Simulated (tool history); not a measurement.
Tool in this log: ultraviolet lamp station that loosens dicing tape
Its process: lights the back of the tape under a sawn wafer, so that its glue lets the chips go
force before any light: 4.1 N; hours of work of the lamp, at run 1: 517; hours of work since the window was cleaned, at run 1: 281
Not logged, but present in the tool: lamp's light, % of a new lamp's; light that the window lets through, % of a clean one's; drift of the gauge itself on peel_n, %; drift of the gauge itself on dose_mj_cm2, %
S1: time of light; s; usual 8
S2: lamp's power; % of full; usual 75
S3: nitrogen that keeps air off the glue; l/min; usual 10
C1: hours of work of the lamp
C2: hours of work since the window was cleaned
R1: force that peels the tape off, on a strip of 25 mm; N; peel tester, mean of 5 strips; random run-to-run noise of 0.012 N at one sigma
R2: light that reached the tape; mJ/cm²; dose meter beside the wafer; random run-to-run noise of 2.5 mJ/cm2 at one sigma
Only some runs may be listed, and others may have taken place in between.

run     day  S1  S2  S3   C1   C2     R1   R2
  1       0   8  75  10  517  281  0.944  196
  2   1.767   8  75  10  550  314  0.995  191
  3   2.983   8  75  10  573  337  1.022  183
  4     5.1  12  75  10  613  377  0.624  267
  5   6.558  12  75  10  640  404  0.687  259
  6   8.675  14  75  10  680  444  0.585  290
      9.725  -- lamp changed
  7   9.775  10  75  10    1  464  0.471  331
  8  11.592  11  75   4   35  498  0.619  354
     12.412  -- window cleaned of glue's vapour
  9  12.488   6  84  10   52    1  0.702  242
 10  14.042   7  84  13   81   31   0.55  276
 11  15.642   8  73  12  111   61  0.571  272
 12  17.675   8  73  12  149   99  0.627  261
 13  19.529   8  90  11  184  134  0.474  315
 14  21.071   7  98  10  213  163  0.576  294

What if the next run were any one of these 5? Each begins from the tool's condition after run 14:
  A  23.108   4  93  10  251  201   ?   ?
  B  23.108   8  85  10  251  201   ?   ?
  C  23.108  16  75  14  251  201   ?   ?
  D  23.108   8  69   4  251  201   ?   ?
  E  23.108  12  75  10  251  201   ?   ?

run     R1   R2
  A  1.283  152
  B  0.597  282
  C  0.278  490
  D  1.099  225
  E  0.404  370
Without the tool's hidden state the same runs would have given:
run     R1   R2
  A   1.02  185
  B   0.45  344
  C  0.254  599
  D  0.856  274
  E  0.324  452
